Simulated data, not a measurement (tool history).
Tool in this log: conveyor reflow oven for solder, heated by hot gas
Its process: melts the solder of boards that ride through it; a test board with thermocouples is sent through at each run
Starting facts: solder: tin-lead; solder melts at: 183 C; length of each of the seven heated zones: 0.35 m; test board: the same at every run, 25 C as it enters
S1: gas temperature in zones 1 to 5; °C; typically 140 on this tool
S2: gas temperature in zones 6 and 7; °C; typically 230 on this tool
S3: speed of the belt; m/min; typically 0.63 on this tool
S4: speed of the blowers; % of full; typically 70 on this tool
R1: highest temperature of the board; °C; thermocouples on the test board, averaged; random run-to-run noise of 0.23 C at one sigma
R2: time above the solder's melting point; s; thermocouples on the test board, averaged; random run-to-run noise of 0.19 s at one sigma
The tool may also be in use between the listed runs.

| run | hour | S1 | S2 | S3 | S4 | R1 | R2 |
|---|---|---|---|---|---|---|---|
| 1 | 0 | 140 | 230 | 0.63 | 70 | 213.5 | 48.1 |
| 2 | 4.2 | 140 | 230 | 0.63 | 70 | 213.3 | 48.5 |
| 3 | 8.8 | 140 | 230 | 0.596 | 70 | 215 | 53 |
| 4 | 14 | 140 | 230 | 0.596 | 70 | 214.7 | 52.8 |
| 5 | 22.2 | 140 | 230 | 0.596 | 70 | 214.9 | 52.9 |
| 6 | 28.9 | 140 | 230 | 0.63 | 68 | 213.4 | 47.7 |
| 7 | 36.8 | 140 | 230 | 0.63 | 68 | 213.2 | 47.9 |
| 8 | 44.3 | 140 | 230 | 0.667 | 68 | 211.4 | 43.3 |
| 9 | 48.1 | 141 | 230 | 0.63 | 70 | 213.6 | 48.8 |
| 10 | 57.2 | 141 | 230 | 0.663 | 70 | 212.1 | 44.9 |
| 11 | 63.6 | 127 | 232 | 0.519 | 70 | 219.1 | 59.8 |
| 12 | 74.2 | 146 | 243 | 0.595 | 66 | 226.8 | 62 |
| 13 | 82.5 | 154 | 243 | 0.595 | 66 | 228 | 65.6 |
| 14 | 86.6 | 133 | 241 | 0.554 | 66 | 225.1 | 60.8 |
| 15 | 99.6 | 130 | 230 | 0.63 | 67 | 210.7 | 43.1 |
| 16 | 103.6 | 130 | 230 | 0.63 | 67 | 210.9 | 42.6 |
| 17 | 111.7 | 140 | 230 | 0.736 | 74 | 208.8 | 37.1 |
| 18 | 115.9 | 140 | 230 | 0.736 | 74 | 208.7 | 37.6 |
| 19 | 121.6 | 140 | 230 | 0.736 | 74 | 209.1 | 37.4 |
| 20 | 127.9 | 145 | 234 | 0.549 | 85 | 222.8 | 64.9 |

Put back what was entered between runs (2 entries, withheld): which listed runs does each sit between, and how does the hidden state differ from the listed run before to the listed run after?
Run 11 -> run 12: belt drive overhauled, speed set with a stopwatch (hour 68.1)
  heat that the gas passes to the board, % of a clean oven's: 96.7 -> 96.5; belt's true speed, % of the reading: 99.86 -> 99.78
  measured value less the no-hidden-state value, R1: -2.3 -> -2.4 °C; R2: -1.8 -> -1.1 s
Run 14 -> run 15: belt drive overhauled, speed set with a stopwatch, once more (hour 96.5)
  heat that the gas passes to the board, % of a clean oven's: 96.3 -> 96.2; belt's true speed, % of the reading: 99.77 -> 99.88; true gas temperature in zones 6 and 7 over the reading, C: -1.89 -> -1.9
  measured value less the no-hidden-state value, R1: -2.5 -> -2.5 °C; R2: -1.4 -> -2.2 s

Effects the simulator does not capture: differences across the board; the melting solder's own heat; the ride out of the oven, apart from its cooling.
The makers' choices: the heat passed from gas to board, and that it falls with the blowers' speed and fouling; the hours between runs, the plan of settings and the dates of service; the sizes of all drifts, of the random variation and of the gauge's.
